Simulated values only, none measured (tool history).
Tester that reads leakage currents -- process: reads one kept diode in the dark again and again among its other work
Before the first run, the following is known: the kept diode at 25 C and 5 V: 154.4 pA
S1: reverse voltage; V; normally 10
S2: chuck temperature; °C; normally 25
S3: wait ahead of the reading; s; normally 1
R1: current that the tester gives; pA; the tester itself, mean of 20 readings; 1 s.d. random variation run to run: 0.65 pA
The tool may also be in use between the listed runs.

Run 1, hour 0: usual settings. Result: R1 236.46 pA.
Run 2, hour 30.6: usual settings. Result: R1 237.95 pA.
Run 3, hour 61.5: usual settings. Result: R1 238.17 pA.
Run 4, hour 82.1: usual settings but S1 6.8 V. Result: R1 198.91 pA.
Run 5, hour 97.6: usual settings but S1 6.8 V. Result: R1 198.9 pA.
Run 6, hour 119.7: usual settings. Result: R1 238 pA.
Run 7, hour 134: usual settings but S1 1.4 V. Result: R1 95.13 pA.
Run 8, hour 148.5: usual settings. Result: R1 237.47 pA.
Run 9, hour 179.5: usual settings. Result: R1 238.57 pA.
At hour 184.7: chuck's temperature calibrated.
Run 10, hour 213.8: usual settings but S2 26 °C. Result: R1 267.04 pA.
Run 11, hour 233.8: usual settings but S2 26 °C. Result: R1 267.69 pA.
At hour 249.3: chuck's temperature calibrated, once more.
Run 12, hour 262.6: usual settings but S2 53 °C. Result: R1 2538.81 pA.
Run 13, hour 279.7: usual settings but S1 1 V, S3 9.68 s. Result: R1 72.96 pA.
Run 14, hour 298.1: usual settings but S1 2.2 V, S2 41 °C, S3 6.29 s. Result: R1 458.03 pA.
Run 15, hour 325.9: usual settings but S1 2.2 V, S2 41 °C, S3 6.29 s. Result: R1 459.34 pA.
Run 16, hour 355.8: usual settings but S1 2.2 V, S2 47 °C, S3 6.29 s. Result: R1 769.79 pA.
Run 17, hour 377.8: usual settings but S1 1.6 V, S2 47 °C, S3 6.29 s. Result: R1 665.37 pA.
Run 18, hour 408.8: usual settings but S1 1.6 V, S2 47 °C, S3 6.29 s. Result: R1 665.72 pA.
Run 19, hour 438.1: usual settings but S1 4.8 V, S2 52 °C, S3 6.33 s. Result: R1 1671 pA.

Run 20 comes next. What will it give?
Run 20, hour 472.3: usual settings but S1 9.5 V, S2 28 °C. Result: R1 ?.

Logged for run 20: R1 283.92 pA.
Had the tool carried no hidden state, the very same run would have given R1 279.67 pA.

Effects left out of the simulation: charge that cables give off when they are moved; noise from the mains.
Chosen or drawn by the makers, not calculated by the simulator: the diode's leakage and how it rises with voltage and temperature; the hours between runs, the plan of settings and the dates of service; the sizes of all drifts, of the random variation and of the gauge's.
